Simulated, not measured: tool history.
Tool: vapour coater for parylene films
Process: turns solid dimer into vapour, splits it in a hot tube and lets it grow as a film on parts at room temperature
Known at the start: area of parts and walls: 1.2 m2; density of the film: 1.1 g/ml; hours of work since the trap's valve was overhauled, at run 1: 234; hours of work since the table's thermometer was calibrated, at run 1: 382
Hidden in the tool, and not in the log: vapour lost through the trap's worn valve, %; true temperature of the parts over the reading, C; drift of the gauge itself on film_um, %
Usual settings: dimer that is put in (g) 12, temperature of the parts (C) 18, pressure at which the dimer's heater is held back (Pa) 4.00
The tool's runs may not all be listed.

run	hour	dimer that is put in (g)	temperature of the parts (C)	pressure at which the dimer's heater is held back (Pa)	hours of work since the trap's valve was overhauled	hours of work since the table's thermometer was calibrated	thickness of the film (µm)
1	0.0	12	18	4.00	234	382	5.64
2	11.0	12	18	4.00	241	389	5.69
3	22.2	12	16	4.00	248	396	6.05
4	38.1	8	18	4.00	258	405	3.70
5	51.5	8	18	4.00	266	413	3.72
6	72.0	12	18	5.73	278	426	5.27
7	92.5	12	18	5.73	291	439	5.16
8	105.4	12	18	5.73	299	446	5.19
9	122.6	12	10	4.00	309	457	7.13
10	136.9	12	18	4.00	318	466	5.46
11	151.2	12	20	4.00	327	474	5.15
12	169.5	12	20	4.00	338	485	5.16
13	184.3	10	25	10.86	347	494	2.97
# hour 196.0: trap's valve overhauled
14	201.1	10	25	10.86	3	502	3.38
15	218.5	7	25	2.34	14	513	3.17
16	230.8	7	25	2.34	21	520	3.18
17	243.9	17	14	8.66	29	528	8.48
18	260.9	17	14	8.66	40	539	8.51
19	276.2	8	14	8.66	49	548	3.90
20	290.8	8	12	2.48	58	557	5.32
21	315.2	18	12	2.12	73	572	12.48

The same runs without the tool's hidden state, with the same run-to-run variation:
run	thickness of the film (µm)
1	6.01
2	6.07
3	6.47
4	3.97
5	4.00
6	5.69
7	5.60
8	5.65
9	7.78
10	5.98
11	5.65
12	5.68
13	3.28
14	3.32
15	3.13
16	3.14
17	8.40
18	8.46
19	3.89
20	5.32
21	12.52

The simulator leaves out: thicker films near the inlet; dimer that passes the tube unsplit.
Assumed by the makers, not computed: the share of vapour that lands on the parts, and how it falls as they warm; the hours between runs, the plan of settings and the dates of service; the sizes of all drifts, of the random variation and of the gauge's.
